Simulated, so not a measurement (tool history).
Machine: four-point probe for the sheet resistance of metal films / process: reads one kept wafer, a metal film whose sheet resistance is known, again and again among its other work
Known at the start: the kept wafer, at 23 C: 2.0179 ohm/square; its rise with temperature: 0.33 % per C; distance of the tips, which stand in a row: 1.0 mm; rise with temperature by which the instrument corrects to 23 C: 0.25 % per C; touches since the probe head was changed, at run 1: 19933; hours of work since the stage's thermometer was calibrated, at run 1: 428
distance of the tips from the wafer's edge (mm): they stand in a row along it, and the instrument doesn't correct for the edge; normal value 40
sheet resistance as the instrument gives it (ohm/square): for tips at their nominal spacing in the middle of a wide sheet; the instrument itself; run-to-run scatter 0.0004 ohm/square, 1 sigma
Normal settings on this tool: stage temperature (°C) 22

| run | hour | stage temperature (°C) | distance of the tips from the wafer's edge (mm) | touches since the probe head was changed | hours of work since the stage's thermometer was calibrated | sheet resistance as the instrument gives it (ohm/square) |
|---|---|---|---|---|---|---|
| 1 | 0 | 22 | 40 | 19933 | 428 | 2.019167 |
| 2 | 32.5 | 22 | 40 | 20790 | 454 | 2.018758 |
| 3 | 101.7 | 22 | 40 | 22612 | 509 | 2.019431 |
| 4 | 161.4 | 22 | 27 | 24185 | 557 | 2.021899 |
| 5 | 201.5 | 22 | 27 | 25241 | 589 | 2.022258 |
| 6 | 257.4 | 22 | 27 | 26713 | 633 | 2.022567 |
| 7 | 316.9 | 22 | 27 | 28281 | 681 | 2.024227 |
| 8 | 389 | 22 | 27 | 30180 | 739 | 2.025457 |
| 9 | 431.5 | 22 | 27 | 31299 | 772 | 2.025763 |
| 10 | 493 | 22 | 40 | 32917 | 821 | 2.026616 |
| 11 | 544 | 22 | 40 | 34262 | 862 | 2.026369 |
| 12 | 605.9 | 35 | 40 | 35891 | 912 | 2.048658 |
| 13 | 660.1 | 35 | 40 | 37319 | 955 | 2.050092 |
| 14 | 716 | 35 | 40 | 38792 | 1000 | 2.050301 |
| 15 | 783.9 | 35 | 40 | 40579 | 1054 | 2.051812 |
| 16 | 827.7 | 35 | 40 | 41733 | 1089 | 2.052088 |
| 17 | 870.6 | 24 | 50 | 42864 | 1123 | 2.034665 |
| 18 | 914.2 | 24 | 50 | 44013 | 1158 | 2.03636 |
| 19 | 988.9 | 24 | 50 | 45981 | 1217 | 2.036886 |
| 20 | 1020.5 | 28 | 30 | 46812 | 1243 | 2.04486 |
| 21 | 1081.5 | 30 | 30 | 48419 | 1291 | 2.047858 |
| 22 | 1145.1 | 18 | 10 | 50095 | 1342 | 2.03972 |
| 23 | 1210.4 | 23 | 8 | 51814 | 1394 | 2.054946 |
| 24 | 1255.6 | 23 | 8 | 53005 | 1430 | 2.055252 |
| 25 | 1291.1 | 25 | 5 | 53940 | 1459 | 2.085664 |
| 26 | 1344.1 | 27 | 27 | 55336 | 1501 | 2.048181 |
| 27 | 1406.9 | 27 | 27 | 56990 | 1551 | 2.048766 |
| 28 | 1449.9 | 24 | 6 | 58121 | 1585 | 2.073121 |
| 29 | 1520.5 | 32 | 18 | 59981 | 1642 | 2.059667 |
|  | 1554.4 | new probe head fitted |
| 30 | 1561.4 | 32 | 18 | 186 | 1674 | 2.04409 |
| 31 | 1630.7 | 32 | 18 | 2010 | 1729 | 2.044326 |

Forecast each of these 3 alternatives for the next run:
| A | 1673.8 | 25 | 18 | 3144 | 1763 | ? |
| B | 1673.8 | 21 | 4 | 3144 | 1763 | ? |
| C | 1673.8 | 23 | 40 | 3144 | 1763 | ? |

| run | sheet resistance as the instrument gives it (ohm/square) |
|---|---|
| A | 2.034267 |
| B | 2.0901 |
| C | 2.028324 |
With no hidden state in the tool, these same runs would have given:
| run | sheet resistance as the instrument gives it (ohm/square) |
|---|---|
| A | 2.024391 |
| B | 2.079915 |
| C | 2.01845 |

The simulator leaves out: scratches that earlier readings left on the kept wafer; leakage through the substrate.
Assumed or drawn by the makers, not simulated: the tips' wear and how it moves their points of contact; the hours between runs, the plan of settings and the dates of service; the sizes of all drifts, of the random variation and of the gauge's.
